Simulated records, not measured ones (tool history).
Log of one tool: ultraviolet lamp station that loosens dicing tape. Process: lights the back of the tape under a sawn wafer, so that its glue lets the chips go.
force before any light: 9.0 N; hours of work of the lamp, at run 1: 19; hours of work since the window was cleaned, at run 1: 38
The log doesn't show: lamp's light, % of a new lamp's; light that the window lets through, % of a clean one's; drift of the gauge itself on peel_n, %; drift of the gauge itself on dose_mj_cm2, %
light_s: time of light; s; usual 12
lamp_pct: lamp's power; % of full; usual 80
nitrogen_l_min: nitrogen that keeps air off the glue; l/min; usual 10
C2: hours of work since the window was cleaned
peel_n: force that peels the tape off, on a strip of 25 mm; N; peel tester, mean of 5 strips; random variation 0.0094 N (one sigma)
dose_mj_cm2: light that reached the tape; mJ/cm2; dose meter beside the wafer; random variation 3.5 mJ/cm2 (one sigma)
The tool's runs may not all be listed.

run 1 day=0.000 | light_s=12 lamp_pct=80 nitrogen_l_min=10 | hours_of_work_of_the_lamp=19 C2=38 | peel_n=0.422 dose_mj_cm2=549
run 2 day=0.192 | light_s=12 lamp_pct=80 nitrogen_l_min=10 | hours_of_work_of_the_lamp=22 C2=41 | peel_n=0.425 dose_mj_cm2=544
run 3 day=0.438 | light_s=12 lamp_pct=80 nitrogen_l_min=10 | hours_of_work_of_the_lamp=26 C2=45 | peel_n=0.448 dose_mj_cm2=543
run 4 day=0.621 | light_s=12 lamp_pct=80 nitrogen_l_min=10 | hours_of_work_of_the_lamp=30 C2=49 | peel_n=0.439 dose_mj_cm2=544
run 5 day=0.829 | light_s=12 lamp_pct=80 nitrogen_l_min=10 | hours_of_work_of_the_lamp=33 C2=52 | peel_n=0.442 dose_mj_cm2=540
run 6 day=1.108 | light_s=12 lamp_pct=80 nitrogen_l_min=10 | hours_of_work_of_the_lamp=38 C2=57 | peel_n=0.441 dose_mj_cm2=538
run 7 day=1.329 | light_s=7 lamp_pct=80 nitrogen_l_min=10 | hours_of_work_of_the_lamp=42 C2=61 | peel_n=1.377 dose_mj_cm2=316
run 8 day=1.612 | light_s=7 lamp_pct=80 nitrogen_l_min=10 | hours_of_work_of_the_lamp=47 C2=66 | peel_n=1.357 dose_mj_cm2=314
run 9 day=1.792 | light_s=7 lamp_pct=80 nitrogen_l_min=10 | hours_of_work_of_the_lamp=50 C2=69 | peel_n=1.395 dose_mj_cm2=313
run 10 day=2.192 | light_s=7 lamp_pct=80 nitrogen_l_min=10 | hours_of_work_of_the_lamp=57 C2=76 | peel_n=1.394 dose_mj_cm2=311
run 11 day=2.458 | light_s=12 lamp_pct=80 nitrogen_l_min=13 | hours_of_work_of_the_lamp=62 C2=81 | peel_n=0.386 dose_mj_cm2=529
run 12 day=2.717 | light_s=12 lamp_pct=68 nitrogen_l_min=10 | hours_of_work_of_the_lamp=66 C2=86 | peel_n=0.684 dose_mj_cm2=445
run 13 day=2.888 | light_s=12 lamp_pct=68 nitrogen_l_min=10 | hours_of_work_of_the_lamp=69 C2=89 | peel_n=0.688 dose_mj_cm2=451
run 14 day=3.117 | light_s=12 lamp_pct=68 nitrogen_l_min=10 | hours_of_work_of_the_lamp=74 C2=93 | peel_n=0.683 dose_mj_cm2=450
run 15 day=3.438 | light_s=12 lamp_pct=68 nitrogen_l_min=10 | hours_of_work_of_the_lamp=79 C2=98 | peel_n=0.692 dose_mj_cm2=448
run 16 day=3.712 | light_s=12 lamp_pct=96 nitrogen_l_min=10 | hours_of_work_of_the_lamp=84 C2=103 | peel_n=0.316 dose_mj_cm2=634
run 17 day=4.046 | light_s=12 lamp_pct=96 nitrogen_l_min=10 | hours_of_work_of_the_lamp=90 C2=109 | peel_n=0.336 dose_mj_cm2=626
run 18 day=4.321 | light_s=8 lamp_pct=80 nitrogen_l_min=10 | hours_of_work_of_the_lamp=95 C2=114 | peel_n=1.195 dose_mj_cm2=348
run 19 day=4.504 | light_s=12 lamp_pct=80 nitrogen_l_min=10 | hours_of_work_of_the_lamp=98 C2=117 | peel_n=0.509 dose_mj_cm2=521
run 20 day=4.812 | light_s=12 lamp_pct=80 nitrogen_l_min=10 | hours_of_work_of_the_lamp=103 C2=122 | peel_n=0.496 dose_mj_cm2=514
run 21 day=5.154 | light_s=12 lamp_pct=80 nitrogen_l_min=10 | hours_of_work_of_the_lamp=109 C2=128 | peel_n=0.504 dose_mj_cm2=518
run 22 day=5.496 | light_s=8 lamp_pct=80 nitrogen_l_min=10 | hours_of_work_of_the_lamp=115 C2=135 | peel_n=1.198 dose_mj_cm2=338
run 23 day=5.888 | light_s=9 lamp_pct=63 nitrogen_l_min=4 | hours_of_work_of_the_lamp=122 C2=141 | peel_n=2.621 dose_mj_cm2=309
run 24 day=6.183 | light_s=9 lamp_pct=63 nitrogen_l_min=4 | hours_of_work_of_the_lamp=128 C2=147 | peel_n=2.585 dose_mj_cm2=294
run 25 day=6.438 | light_s=9 lamp_pct=62 nitrogen_l_min=10 | hours_of_work_of_the_lamp=132 C2=151 | peel_n=1.560 dose_mj_cm2=297
run 26 day=6.704 | light_s=6 lamp_pct=82 nitrogen_l_min=10 | hours_of_work_of_the_lamp=137 C2=156 | peel_n=1.890 dose_mj_cm2=257
run 27 day=7.071 | light_s=10 lamp_pct=79 nitrogen_l_min=10 | hours_of_work_of_the_lamp=143 C2=162 | peel_n=0.809 dose_mj_cm2=411
run 28 day=7.367 | light_s=10 lamp_pct=79 nitrogen_l_min=10 | hours_of_work_of_the_lamp=148 C2=167 | peel_n=0.789 dose_mj_cm2=412
run 29 day=7.733 | light_s=14 lamp_pct=70 nitrogen_l_min=10 | hours_of_work_of_the_lamp=155 C2=174 | peel_n=0.510 dose_mj_cm2=504
run 30 day=8.004 | light_s=9 lamp_pct=85 nitrogen_l_min=10 | hours_of_work_of_the_lamp=160 C2=179 | peel_n=0.894 dose_mj_cm2=393
run 31 day=8.183 | light_s=11 lamp_pct=86 nitrogen_l_min=10 | hours_of_work_of_the_lamp=163 C2=182 | peel_n=0.564 dose_mj_cm2=487
run 32 day=8.433 | light_s=11 lamp_pct=86 nitrogen_l_min=10 | hours_of_work_of_the_lamp=167 C2=186 | peel_n=0.558 dose_mj_cm2=481
run 33 day=8.721 | light_s=17 lamp_pct=86 nitrogen_l_min=6 | hours_of_work_of_the_lamp=172 C2=191 | peel_n=0.341 dose_mj_cm2=748
run 34 day=8.988 | light_s=17 lamp_pct=86 nitrogen_l_min=6 | hours_of_work_of_the_lamp=177 C2=196 | peel_n=0.341 dose_mj_cm2=752
run 35 day=9.179 | light_s=9 lamp_pct=80 nitrogen_l_min=3 | hours_of_work_of_the_lamp=180 C2=199 | peel_n=2.331 dose_mj_cm2=367
run 36 day=9.550 | light_s=9 lamp_pct=80 nitrogen_l_min=3 | hours_of_work_of_the_lamp=187 C2=206 | peel_n=2.404 dose_mj_cm2=364
run 37 day=9.833 | light_s=12 lamp_pct=63 nitrogen_l_min=13 | hours_of_work_of_the_lamp=192 C2=211 | peel_n=0.760 dose_mj_cm2=379
run 38 day=10.133 | light_s=12 lamp_pct=63 nitrogen_l_min=13 | hours_of_work_of_the_lamp=197 C2=216 | peel_n=0.766 dose_mj_cm2=381
run 39 day=10.438 | light_s=12 lamp_pct=63 nitrogen_l_min=13 | hours_of_work_of_the_lamp=202 C2=221 | peel_n=0.834 dose_mj_cm2=381
run 40 day=10.654 | light_s=11 lamp_pct=88 nitrogen_l_min=3 | hours_of_work_of_the_lamp=206 C2=225 | peel_n=1.584 dose_mj_cm2=487
run 41 day=10.817 | light_s=23 lamp_pct=67 nitrogen_l_min=3 | hours_of_work_of_the_lamp=209 C2=228 | peel_n=0.625 dose_mj_cm2=767
run 42 day=11.012 | light_s=23 lamp_pct=67 nitrogen_l_min=3 | hours_of_work_of_the_lamp=212 C2=232 | peel_n=0.632 dose_mj_cm2=758

Run 43 comes next. What will it give?
run 43 day=11.217 | light_s=23 lamp_pct=67 nitrogen_l_min=3 | hours_of_work_of_the_lamp=216 C2=235 | peel_n=? dose_mj_cm2=?

peel_n: 0.670 N
dose_mj_cm2: 766 mJ/cm2
Without the tool's hidden state the same run would have given peel_n 0.452 N, dose_mj_cm2 912 mJ/cm2.

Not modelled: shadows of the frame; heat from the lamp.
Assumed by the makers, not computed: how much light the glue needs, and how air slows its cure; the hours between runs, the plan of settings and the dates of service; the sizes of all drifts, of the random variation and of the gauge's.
